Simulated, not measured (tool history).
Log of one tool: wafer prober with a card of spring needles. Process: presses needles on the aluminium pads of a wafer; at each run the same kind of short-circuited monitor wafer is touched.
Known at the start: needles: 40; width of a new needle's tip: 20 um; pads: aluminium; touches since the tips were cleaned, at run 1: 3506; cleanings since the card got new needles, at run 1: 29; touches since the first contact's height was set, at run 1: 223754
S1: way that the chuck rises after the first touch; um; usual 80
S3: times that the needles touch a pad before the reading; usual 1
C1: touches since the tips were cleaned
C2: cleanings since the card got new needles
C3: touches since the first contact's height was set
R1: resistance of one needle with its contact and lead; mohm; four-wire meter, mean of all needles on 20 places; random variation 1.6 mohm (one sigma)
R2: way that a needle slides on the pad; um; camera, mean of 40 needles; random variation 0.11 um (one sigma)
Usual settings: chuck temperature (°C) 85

Run 1, hour 0: usual settings; C1 3506; C2 29; C3 223754. Result: R1 155 mohm, R2 15.11 um.
At hour 5.7: tips cleaned on abrasive film.
Run 2, hour 9.6: usual settings but S3 3; C1 2368; C2 30; C3 229600. Result: R1 151 mohm, R2 14.87 um.
At hour 16.4: tips cleaned on abrasive film.
At hour 22.2: height of the first contact set anew.
Run 3, hour 24.6: usual settings but S3 3; C1 4898; C2 31; C3 1505. Result: R1 155 mohm, R2 15.61 um.
At hour 28.5: tips cleaned on abrasive film.
At hour 39: tips cleaned on abrasive film.
Run 4, hour 41.6: usual settings but S3 3; C1 1613; C2 33; C3 11892. Result: R1 152 mohm, R2 15.46 um.
At hour 49.6: tips cleaned on abrasive film.
Run 5, hour 56.7: usual settings but S1 92 um, S3 3; C1 4410; C2 34; C3 21138. Result: R1 151 mohm, R2 17.8 um.
At hour 60.8: tips cleaned on abrasive film.
At hour 71.7: tips cleaned on abrasive film.
Run 6, hour 71.7: usual settings but S1 92 um, S3 3; C1 0; C2 36; C3 30282. Result: R1 149 mohm, R2 17.86 um.
At hour 82.6: tips cleaned on abrasive film.
Run 7, hour 82.6: usual settings; C1 0; C2 37; C3 36944. Result: R1 152 mohm, R2 15.53 um.
At hour 93.5: tips cleaned on abrasive film.
Run 8, hour 93.5: usual settings but S1 76 um; C1 0; C2 38; C3 43634. Result: R1 151 mohm, R2 14.57 um.
At hour 104.8: tips cleaned on abrasive film.
Run 9, hour 111.2: usual settings but S1 76 um; C1 3919; C2 39; C3 54509. Result: R1 160 mohm, R2 14.84 um.
At hour 115.9: tips cleaned on abrasive film.
At hour 127.7: tips cleaned on abrasive film.
Run 10, hour 127.9: usual settings but chuck temperature (°C) 87; C1 160; C2 41; C3 64753. Result: R1 151 mohm, R2 15.67 um.
At hour 138.7: tips cleaned on abrasive film.
Run 11, hour 144.8: usual settings; C1 3757; C2 42; C3 75113. Result: R1 157 mohm, R2 15.31 um.
At hour 150.3: tips cleaned on abrasive film.
Run 12, hour 153.3: usual settings; C1 1833; C2 43; C3 80296. Result: R1 155 mohm, R2 15.29 um.
At hour 161.7: tips cleaned on abrasive film.
Run 13, hour 163.1: usual settings; C1 840; C2 44; C3 86304. Result: R1 154 mohm, R2 15.39 um.
At hour 172.9: tips cleaned on abrasive film.
Run 14, hour 181.2: usual settings; C1 5137; C2 45; C3 97440. Result: R1 159 mohm, R2 15.52 um.
At hour 183.8: tips cleaned on abrasive film.
At hour 194.6: tips cleaned on abrasive film.
Run 15, hour 200.1: usual settings; C1 3380; C2 47; C3 108983. Result: R1 158 mohm, R2 15.3 um.
At hour 206.4: tips cleaned on abrasive film.
Run 16, hour 214.5: usual settings but S3 3; C1 5021; C2 48; C3 117811. Result: R1 157 mohm, R2 15.31 um.
At hour 217.7: tips cleaned on abrasive film.
Run 17, hour 223.4: usual settings but S1 73 um, chuck temperature (°C) 38; C1 3567; C2 49; C3 123296. Result: R1 151 mohm, R2 13.98 um.
At hour 229.2: tips cleaned on abrasive film.
Run 18, hour 238.6: usual settings but S1 70 um, chuck temperature (°C) 67, S3 2; C1 5811; C2 50; C3 132614. Result: R1 153 mohm, R2 13.28 um.
At hour 239.8: tips cleaned on abrasive film.
At hour 250.5: tips cleaned on abrasive film.
Run 19, hour 253: usual settings but S1 70 um, chuck temperature (°C) 67, S3 2; C1 1499; C2 52; C3 141357. Result: R1 156 mohm, R2 13.15 um.
At hour 262.5: tips cleaned on abrasive film.
Run 20, hour 267.1: usual settings but chuck temperature (°C) 59, S3 3; C1 2823; C2 53; C3 150015. Result: R1 150 mohm, R2 15.18 um.
At hour 273.5: tips cleaned on abrasive film.
At hour 285.1: tips cleaned on abrasive film.
Run 21, hour 285.7: usual settings but S1 88 um, chuck temperature (°C) 58, S3 3; C1 325; C2 55; C3 161392. Result: R1 147 mohm, R2 16.75 um.
At hour 295.9: tips cleaned on abrasive film.
Run 22, hour 298.5: usual settings but S1 67 um, chuck temperature (°C) 72; C1 1628; C2 56; C3 169275. Result: R1 162 mohm, R2 12.63 um.
At hour 307.2: tips cleaned on abrasive film.
Run 23, hour 316: usual settings but S1 85 um, chuck temperature (°C) 72, S3 3; C1 5449; C2 57; C3 180019. Result: R1 153 mohm, R2 15.95 um.
At hour 318.9: tips cleaned on abrasive film.
Run 24, hour 328.8: usual settings but S1 75 um, chuck temperature (°C) 112, S3 3; C1 6120; C2 58; C3 187878. Result: R1 162 mohm, R2 14.08 um.
At hour 329.9: tips cleaned on abrasive film.
At hour 341: tips cleaned on abrasive film.
Run 25, hour 346.3: usual settings but S1 75 um, chuck temperature (°C) 112, S3 3; C1 3267; C2 60; C3 198557. Result: R1 163 mohm, R2 14.02 um.
At hour 351.7: tips cleaned on abrasive film.
Run 26, hour 357.8: usual settings but S1 75 um, chuck temperature (°C) 112, S3 3; C1 3782; C2 61; C3 205602. Result: R1 161 mohm, R2 14.02 um.
At hour 363: tips cleaned on abrasive film.
At hour 374: tips cleaned on abrasive film.
Run 27, hour 374: usual settings but S1 71 um, chuck temperature (°C) 64, S3 3; C1 0; C2 63; C3 215472. Result: R1 156 mohm, R2 13.06 um.
Run 28, hour 381.8: usual settings but S1 71 um, chuck temperature (°C) 64, S3 3; C1 4864; C2 63; C3 220336. Result: R1 155 mohm, R2 13.14 um.
At hour 384.9: tips cleaned on abrasive film.
Run 29, hour 390.4: usual settings but S1 64 um, chuck temperature (°C) 64; C1 3443; C2 64; C3 225604. Result: R1 163 mohm, R2 11.85 um.
At hour 396.7: tips cleaned on abrasive film.
Run 30, hour 402: usual settings but chuck temperature (°C) 65, S3 2; C1 3265; C2 65; C3 232699. Result: R1 152 mohm, R2 14.86 um.
At hour 408.3: tips cleaned on abrasive film.
At hour 410: height of the first contact set anew.
Run 31, hour 413.7: usual settings but chuck temperature (°C) 65, S3 2; C1 3144; C2 66; C3 2246. Result: R1 154 mohm, R2 15.77 um.

Hidden state or all else? Some run-to-run changes of R1, split into what the settings, what came in and random variation would give without the hidden state, and what is left for the hidden state (with any gauge scatter that isn't in both results):
The hidden state here: debris on the tips, nm; way that the needles fall short of the set height, um; tips' diameter, um; drift of the gauge itself on contact_mohm, %; drift of the gauge itself on scrub_um, %.
Run 8 -> 9: tips cleaned on abrasive film. R1 +9 mohm: hidden state +7, all else +2.
Run 21 -> 22: S1 88 -> 67, chuck temperature (°C) 58 -> 72, S3 3 -> 1, tips cleaned on abrasive film. R1 +15 mohm: hidden state +6, all else +9.
Run 28 -> 29: S1 71 -> 64, S3 3 -> 1, tips cleaned on abrasive film. R1 +8 mohm: hidden state +9, all else -1.
Run 29 -> 30: S1 64 -> 80, chuck temperature (°C) 64 -> 65, S3 1 -> 2, tips cleaned on abrasive film. R1 -11 mohm: hidden state -8, all else -3.
